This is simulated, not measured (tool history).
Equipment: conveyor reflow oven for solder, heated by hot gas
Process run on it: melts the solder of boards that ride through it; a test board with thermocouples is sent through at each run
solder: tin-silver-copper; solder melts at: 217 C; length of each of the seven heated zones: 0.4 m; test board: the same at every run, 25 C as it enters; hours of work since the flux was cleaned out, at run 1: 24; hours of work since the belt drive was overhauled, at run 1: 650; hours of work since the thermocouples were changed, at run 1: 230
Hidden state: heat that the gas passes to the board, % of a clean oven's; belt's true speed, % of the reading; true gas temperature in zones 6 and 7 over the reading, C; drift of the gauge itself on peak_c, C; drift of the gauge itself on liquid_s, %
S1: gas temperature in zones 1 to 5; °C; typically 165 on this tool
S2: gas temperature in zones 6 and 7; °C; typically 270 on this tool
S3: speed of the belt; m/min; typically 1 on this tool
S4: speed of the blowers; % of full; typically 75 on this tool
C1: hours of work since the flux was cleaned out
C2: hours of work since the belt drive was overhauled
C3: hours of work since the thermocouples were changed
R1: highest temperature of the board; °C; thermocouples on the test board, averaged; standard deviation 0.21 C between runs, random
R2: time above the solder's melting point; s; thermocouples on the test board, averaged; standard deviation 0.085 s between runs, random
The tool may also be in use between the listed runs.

run 1 hour=0 | S1=165 S2=270 S3=1 S4=75 | C1=24 C2=650 C3=230 | R1=255.5 R2=36.13
run 2 hour=6.7 | S1=165 S2=270 S3=1 S4=75 | C1=28 C2=655 C3=234 | R1=256 R2=36.06
run 3 hour=13.5 | S1=150 S2=270 S3=1 S4=75 | C1=33 C2=659 C3=239 | R1=253.1 R2=32.43
run 4 hour=19.9 | S1=150 S2=270 S3=1 S4=75 | C1=38 C2=664 C3=243 | R1=253.5 R2=32.37
run 5 hour=29.6 | S1=150 S2=270 S3=1 S4=75 | C1=44 C2=670 C3=250 | R1=253.6 R2=32.38
run 6 hour=39.6 | S1=150 S2=270 S3=1 S4=75 | C1=51 C2=677 C3=257 | R1=253.4 R2=32.38
run 7 hour=50.6 | S1=150 S2=270 S3=1 S4=75 | C1=58 C2=685 C3=264 | R1=253.3 R2=32.33
run 8 hour=55.6 | S1=150 S2=270 S3=1 S4=75 | C1=62 C2=688 C3=268 | R1=253.4 R2=32.24
run 9 hour=61.3 | S1=165 S2=270 S3=1 S4=83 | C1=66 C2=692 C3=272 | R1=257.9 R2=37.29
run 10 hour=70.5 | S1=165 S2=270 S3=1 S4=83 | C1=72 C2=698 C3=278 | R1=257.7 R2=37.17
run 11 hour=79.2 | S1=165 S2=270 S3=1 S4=83 | C1=78 C2=704 C3=284 | R1=257.8 R2=37.22
run 12 hour=89.6 | S1=165 S2=270 S3=1 S4=83 | C1=85 C2=711 C3=291 | R1=257.9 R2=37.13
run 13 hour=94.2 | S1=165 S2=270 S3=1 S4=83 | C1=88 C2=714 C3=294 | R1=257.8 R2=37.14
run 14 hour=103.1 | S1=165 S2=270 S3=1 S4=89 | C1=94 C2=720 C3=300 | R1=259.2 R2=38
run 15 hour=113.6 | S1=165 S2=270 S3=1 S4=80 | C1=102 C2=728 C3=307 | R1=256.8 R2=36.9
run 16 hour=124 | S1=165 S2=270 S3=1 S4=75 | C1=109 C2=735 C3=314 | R1=255.6 R2=36
run 17 hour=131.8 | S1=165 S2=277 S3=1 S4=71 | C1=114 C2=740 C3=320 | R1=260.6 R2=37.78
-- hour=136.6 belt drive overhauled, speed set with a stopwatch
run 18 hour=144.7 | S1=165 S2=263 S3=1 S4=82 | C1=120 C2=6 C3=326 | R1=251.1 R2=34.77
run 19 hour=153 | S1=173 S2=261 S3=1.15 S4=60 | C1=126 C2=11 C3=331 | R1=239.3 R2=23.59
run 20 hour=163.5 | S1=165 S2=272 S3=0.92 S4=78 | C1=133 C2=18 C3=339 | R1=261.2 R2=42.01
run 21 hour=168.5 | S1=165 S2=276 S3=1 S4=80 | C1=136 C2=22 C3=342 | R1=262.7 R2=38.81
run 22 hour=176.5 | S1=165 S2=276 S3=1 S4=80 | C1=142 C2=27 C3=347 | R1=262.1 R2=38.87
run 23 hour=185.9 | S1=156 S2=266 S3=0.98 S4=54 | C1=148 C2=34 C3=354 | R1=243.4 R2=27.33
-- hour=193.7 belt drive overhauled, speed set with a stopwatch, once more
run 24 hour=197 | S1=156 S2=274 S3=0.96 S4=54 | C1=153 C2=2 C3=359 | R1=250.2 R2=31.75
run 25 hour=204.6 | S1=172 S2=269 S3=1 S4=86 | C1=158 C2=7 C3=364 | R1=258.1 R2=38.24
run 26 hour=211.3 | S1=165 S2=270 S3=1 S4=70 | C1=163 C2=12 C3=369 | R1=253.7 R2=34.47
run 27 hour=219 | S1=150 S2=272 S3=1.09 S4=54 | C1=168 C2=17 C3=374 | R1=241 R2=21.47
run 28 hour=226.9 | S1=150 S2=272 S3=1.09 S4=54 | C1=173 C2=23 C3=379 | R1=241.4 R2=21.51
run 29 hour=234.5 | S1=150 S2=272 S3=1.09 S4=54 | C1=179 C2=28 C3=384 | R1=240.8 R2=21.55
run 30 hour=240.8 | S1=150 S2=272 S3=1.09 S4=54 | C1=183 C2=32 C3=389 | R1=240.8 R2=21.38
run 31 hour=245.7 | S1=150 S2=272 S3=1.09 S4=54 | C1=186 C2=35 C3=392 | R1=240.9 R2=21.53

Below, some changes in R1 between adjacent runs. For each, the amount present without the hidden state too (settings, incoming material, random variation) and the amount remaining for the hidden state with gauge scatter not shared by both compared results:
Run 19 -> 20: S1 173 -> 165, S2 261 -> 272, S3 1.15 -> 0.92, S4 60 -> 78. R1 +21.9 °C: hidden state +0.2, all else +21.7.
Run 22 -> 23: S1 165 -> 156, S2 276 -> 266, S3 1 -> 0.98, S4 80 -> 54. R1 -18.7 °C: hidden state +0.2, all else -18.9.
Run 23 -> 24: S2 266 -> 274, S3 0.98 -> 0.96, belt drive overhauled, speed set with a stopwatch, once more. R1 +6.8 °C: hidden state -0.6, all else +7.4.
Run 26 -> 27: S1 165 -> 150, S2 270 -> 272, S3 1 -> 1.09, S4 70 -> 54. R1 -12.7 °C: hidden state -0.2, all else -12.5.
